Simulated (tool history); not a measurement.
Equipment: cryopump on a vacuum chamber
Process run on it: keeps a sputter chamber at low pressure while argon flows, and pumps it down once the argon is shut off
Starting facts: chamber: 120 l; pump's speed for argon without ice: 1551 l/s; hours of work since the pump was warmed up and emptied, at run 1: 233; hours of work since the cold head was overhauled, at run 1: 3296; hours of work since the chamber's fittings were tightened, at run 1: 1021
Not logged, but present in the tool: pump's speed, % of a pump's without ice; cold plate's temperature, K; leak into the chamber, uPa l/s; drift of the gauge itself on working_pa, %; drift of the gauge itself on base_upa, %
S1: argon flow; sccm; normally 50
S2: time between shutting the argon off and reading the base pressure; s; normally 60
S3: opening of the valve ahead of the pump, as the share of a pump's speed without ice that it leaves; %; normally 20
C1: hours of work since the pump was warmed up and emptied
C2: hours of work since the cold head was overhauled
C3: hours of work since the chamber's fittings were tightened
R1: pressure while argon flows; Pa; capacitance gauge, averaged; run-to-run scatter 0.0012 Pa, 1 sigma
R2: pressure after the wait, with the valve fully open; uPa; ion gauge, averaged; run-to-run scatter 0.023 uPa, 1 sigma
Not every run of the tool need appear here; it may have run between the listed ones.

run	day	S1	S2	S3	C1	C2	C3	R1	R2
1	0.000	50	60	20	233	3296	1021	0.2839	2.07
# day 4.083: pump warmed up, emptied and cooled again
2	4.083	25	60	20	0	3379	1104	0.1370	1.96
3	8.483	25	60	20	95	3474	1199	0.1412	2.16
4	11.796	78	60	20	166	3546	1271	0.4379	2.41
5	16.883	50	60	20	276	3655	1381	0.2908	2.68
# day 19.117: pump warmed up, emptied and cooled again
6	20.150	50	60	20	22	3721	1447	0.2755	2.34
7	23.408	50	60	20	93	3792	1517	0.2769	2.52
8	27.838	50	60	20	188	3887	1613	0.2797	2.80
9	32.246	50	60	20	283	3982	1708	0.2886	3.12
# day 34.067: pump warmed up, emptied and cooled again
10	35.238	50	60	20	25	4043	1768	0.2745	2.62
11	39.008	20	20	31	107	4124	1849	0.0716	3.93
12	42.704	50	55	28	186	4204	1929	0.2080	3.35

The next listed run, before its measurement:
13	44.808	78	84	34	232	4249	1974	?	?

{"run 13": {"R1": 0.2725, "R2": 3.2}}
If the tool had no hidden condition, the same run with the same run-to-run variation would have returned R1 0.2485 Pa, R2 0.56 uPa.

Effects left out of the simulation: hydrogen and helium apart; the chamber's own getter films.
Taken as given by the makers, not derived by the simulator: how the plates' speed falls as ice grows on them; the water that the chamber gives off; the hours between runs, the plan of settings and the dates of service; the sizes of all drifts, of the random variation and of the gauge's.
